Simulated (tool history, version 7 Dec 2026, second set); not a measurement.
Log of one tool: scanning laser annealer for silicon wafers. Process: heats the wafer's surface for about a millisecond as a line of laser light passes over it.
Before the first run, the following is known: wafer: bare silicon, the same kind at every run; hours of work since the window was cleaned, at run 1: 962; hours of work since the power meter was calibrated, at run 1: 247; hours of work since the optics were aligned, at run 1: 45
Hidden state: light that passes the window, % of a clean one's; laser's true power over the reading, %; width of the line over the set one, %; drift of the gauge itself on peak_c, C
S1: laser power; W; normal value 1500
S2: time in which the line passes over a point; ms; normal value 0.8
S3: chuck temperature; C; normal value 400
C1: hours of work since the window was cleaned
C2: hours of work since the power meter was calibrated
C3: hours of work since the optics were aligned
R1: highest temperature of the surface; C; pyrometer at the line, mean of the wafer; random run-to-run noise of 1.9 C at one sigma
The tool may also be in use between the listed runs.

run 1 day=0 | S1=1500 S2=0.8 S3=400 | C1=962 C2=247 C3=45 | R1=1108
-- day=1.046 window over the wafer cleaned
run 2 day=1.242 | S1=1500 S2=0.8 S3=400 | C1=4 C2=268 C3=66 | R1=1144
run 3 day=1.883 | S1=1500 S2=0.8 S3=402 | C1=15 C2=280 C3=78 | R1=1144
run 4 day=3.321 | S1=1500 S2=0.8 S3=400 | C1=42 C2=307 C3=105 | R1=1143
run 5 day=4.671 | S1=1500 S2=0.767 S3=400 | C1=67 C2=332 C3=130 | R1=1122
run 6 day=5.696 | S1=1595 S2=0.8 S3=400 | C1=86 C2=351 C3=149 | R1=1182
run 7 day=6.983 | S1=1595 S2=0.8 S3=400 | C1=110 C2=374 C3=172 | R1=1183
run 8 day=8.388 | S1=1595 S2=0.8 S3=400 | C1=136 C2=400 C3=198 | R1=1183
run 9 day=9.412 | S1=1595 S2=0.8 S3=400 | C1=154 C2=419 C3=217 | R1=1182
run 10 day=10.646 | S1=1595 S2=0.8 S3=400 | C1=177 C2=442 C3=240 | R1=1178
run 11 day=11.921 | S1=1500 S2=0.951 S3=400 | C1=201 C2=465 C3=263 | R1=1214
run 12 day=12.588 | S1=1500 S2=0.8 S3=400 | C1=213 C2=478 C3=276 | R1=1135
-- day=12.925 optics aligned, line set to its width
run 13 day=13.954 | S1=1500 S2=0.8 S3=400 | C1=234 C2=499 C3=19 | R1=1130
run 14 day=14.958 | S1=1510 S2=0.8 S3=400 | C1=253 C2=518 C3=38 | R1=1134
run 15 day=15.858 | S1=1510 S2=0.8 S3=400 | C1=270 C2=534 C3=54 | R1=1134
run 16 day=17.088 | S1=1294 S2=0.9 S3=388 | C1=292 C2=557 C3=77 | R1=1066
run 17 day=17.879 | S1=1486 S2=0.813 S3=425 | C1=307 C2=572 C3=91 | R1=1151
run 18 day=19.333 | S1=1537 S2=0.764 S3=425 | C1=334 C2=598 C3=118 | R1=1149
-- day=19.792 optics aligned, line set to its width, once more
run 19 day=20.392 | S1=1614 S2=0.92 S3=403 | C1=349 C2=614 C3=11 | R1=1252
run 20 day=21.1 | S1=1344 S2=0.665 S3=393 | C1=362 C2=627 C3=24 | R1=983
run 21 day=22.508 | S1=1344 S2=0.665 S3=393 | C1=388 C2=653 C3=50 | R1=982
run 22 day=23.1 | S1=1597 S2=0.8 S3=420 | C1=399 C2=664 C3=61 | R1=1191
run 23 day=23.854 | S1=1597 S2=0.8 S3=420 | C1=413 C2=678 C3=75 | R1=1189
run 24 day=24.892 | S1=1376 S2=0.627 S3=405 | C1=432 C2=697 C3=94 | R1=981
run 25 day=26.121 | S1=1376 S2=0.627 S3=405 | C1=455 C2=720 C3=117 | R1=983

What does the tool deliver on the next run?
run 26 day=27.058 | S1=1595 S2=0.8 S3=400 | C1=472 C2=737 C3=134 | R1=?

{"run 26": {"R1": 1164}}
Without the tool's hidden state the same run would have given R1 1190 C.
